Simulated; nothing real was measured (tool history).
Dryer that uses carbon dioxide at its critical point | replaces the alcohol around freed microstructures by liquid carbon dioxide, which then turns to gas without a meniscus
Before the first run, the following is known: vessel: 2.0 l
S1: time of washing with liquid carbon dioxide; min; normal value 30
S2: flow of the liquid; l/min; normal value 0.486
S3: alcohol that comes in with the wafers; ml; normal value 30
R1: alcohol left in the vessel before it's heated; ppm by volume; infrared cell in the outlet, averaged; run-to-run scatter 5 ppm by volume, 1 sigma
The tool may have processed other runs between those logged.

Run 1, hour 0: usual settings. Result: R1 102 ppm by volume.
Run 2, hour 28.2: usual settings but S2 0.418 l/min. Result: R1 154 ppm by volume.
Run 3, hour 60.7: usual settings but S2 0.297 l/min. Result: R1 478 ppm by volume.
Run 4, hour 125.4: usual settings but S2 0.297 l/min. Result: R1 487 ppm by volume.
Run 5, hour 154.4: usual settings. Result: R1 106 ppm by volume.
Run 6, hour 220.7: usual settings. Result: R1 116 ppm by volume.
Run 7, hour 261.4: usual settings. Result: R1 131 ppm by volume.
Run 8, hour 311.2: usual settings. Result: R1 122 ppm by volume.
Run 9, hour 341.6: usual settings. Result: R1 136 ppm by volume.
Run 10, hour 380.6: usual settings but S2 0.534 l/min. Result: R1 113 ppm by volume.
Run 11, hour 434.8: usual settings but S3 54 ml. Result: R1 192 ppm by volume.
Run 12, hour 497.7: usual settings but S3 54 ml. Result: R1 194 ppm by volume.
Run 13, hour 526.4: usual settings but S3 54 ml. Result: R1 197 ppm by volume.
Run 14, hour 581.2: usual settings but S1 42 min. Result: R1 120 ppm by volume.
Run 15, hour 632.1: usual settings but S1 42 min. Result: R1 127 ppm by volume.
Run 16, hour 689: usual settings. Result: R1 180 ppm by volume.
Run 17, hour 734.1: usual settings. Result: R1 184 ppm by volume.
Run 18, hour 781.7: usual settings. Result: R1 187 ppm by volume.
Run 19, hour 819.5: usual settings. Result: R1 197 ppm by volume.
Run 20, hour 862.2: usual settings. Result: R1 206 ppm by volume.
Run 21, hour 898: usual settings but S2 0.764 l/min. Result: R1 156 ppm by volume.
Run 22, hour 954.9: usual settings but S2 0.764 l/min. Result: R1 155 ppm by volume.
Run 23, hour 1005: usual settings but S2 0.764 l/min. Result: R1 163 ppm by volume.
Run 24, hour 1070.6: usual settings but S1 20 min, S2 0.494 l/min, S3 54 ml. Result: R1 645 ppm by volume.
Run 25, hour 1134.2: usual settings but S1 32 min, S2 0.494 l/min, S3 61 ml. Result: R1 223 ppm by volume.
Run 26, hour 1163.6: usual settings but S1 19 min, S2 0.299 l/min, S3 42 ml. Result: R1 2219 ppm by volume.
Run 27, hour 1222.1: usual settings but S1 24 min, S2 0.414 l/min. Result: R1 470 ppm by volume.
Run 28, hour 1260: usual settings but S1 24 min, S2 0.299 l/min, S3 21 ml. Result: R1 765 ppm by volume.
Run 29, hour 1324.3: usual settings but S1 24 min, S2 0.571 l/min, S3 115 ml. Result: R1 444 ppm by volume.
Run 30, hour 1364.6: usual settings but S1 24 min, S2 0.571 l/min, S3 115 ml. Result: R1 436 ppm by volume.
Run 31, hour 1393.4: usual settings but S2 0.797 l/min, S3 70 ml. Result: R1 200 ppm by volume.
Run 32, hour 1438.8: usual settings but S2 0.33 l/min. Result: R1 488 ppm by volume.
Run 33, hour 1503.2: usual settings but S1 33 min. Result: R1 232 ppm by volume.
Run 34, hour 1554.5: usual settings but S2 0.338 l/min, S3 81 ml. Result: R1 941 ppm by volume.
Run 35, hour 1616.1: usual settings but S1 32 min, S2 0.445 l/min, S3 77 ml. Result: R1 371 ppm by volume.
Run 36, hour 1656.9: usual settings but S1 32 min, S2 0.445 l/min, S3 77 ml. Result: R1 372 ppm by volume.
Run 37, hour 1710.3: usual settings but S1 28 min, S2 0.776 l/min, S3 75 ml. Result: R1 228 ppm by volume.
Run 38, hour 1737.6: usual settings but S1 28 min, S2 0.776 l/min, S3 75 ml. Result: R1 249 ppm by volume.
Run 39, hour 1778.8: usual settings but S1 28 min, S2 0.776 l/min, S3 75 ml. Result: R1 252 ppm by volume.
Run 40, hour 1831.6: usual settings but S1 29 min, S2 0.538 l/min. Result: R1 44 ppm by volume.
Run 41, hour 1869.6: usual settings but S1 33 min, S2 0.706 l/min, S3 45 ml. Result: R1 18 ppm by volume.
Run 42, hour 1898.2: usual settings but S1 23 min, S2 0.733 l/min, S3 26 ml. Result: R1 40 ppm by volume.
Run 43, hour 1937.5: usual settings but S1 41 min, S2 0.553 l/min, S3 35 ml. Result: R1 21 ppm by volume.
Run 44, hour 2001.1: usual settings but S1 33 min, S2 0.492 l/min, S3 51 ml. Result: R1 75 ppm by volume.
Run 45, hour 2051.8: usual settings but S1 33 min, S2 0.442 l/min, S3 51 ml. Result: R1 129 ppm by volume.
Run 46, hour 2079.2: usual settings but S1 33 min, S2 0.442 l/min, S3 51 ml. Result: R1 129 ppm by volume.

Missing from the log above: 2 entries noted between runs. For each, name the pair of listed runs it sits between and say how the tool's hidden condition differs from the listed run just before to the listed run just after:
Logged between run 22 and run 23: inlet filter changed (hour 981.3)
  flow that reaches the vessel past the clogged filter, %: 92.1 -> 99.8; alcohol in the recycled carbon dioxide, ppm: 151.7 -> 157.1
  measured value less the no-hidden-state value, R1: +149 -> +155 ppm by volume
Logged between run 39 and run 40: purifier's bed changed (hour 1788.8)
  flow that reaches the vessel past the clogged filter, %: 94.8 -> 94.5; alcohol in the recycled carbon dioxide, ppm: 238.5 -> 9.4
  measured value less the no-hidden-state value, R1: +237 -> +15 ppm by volume
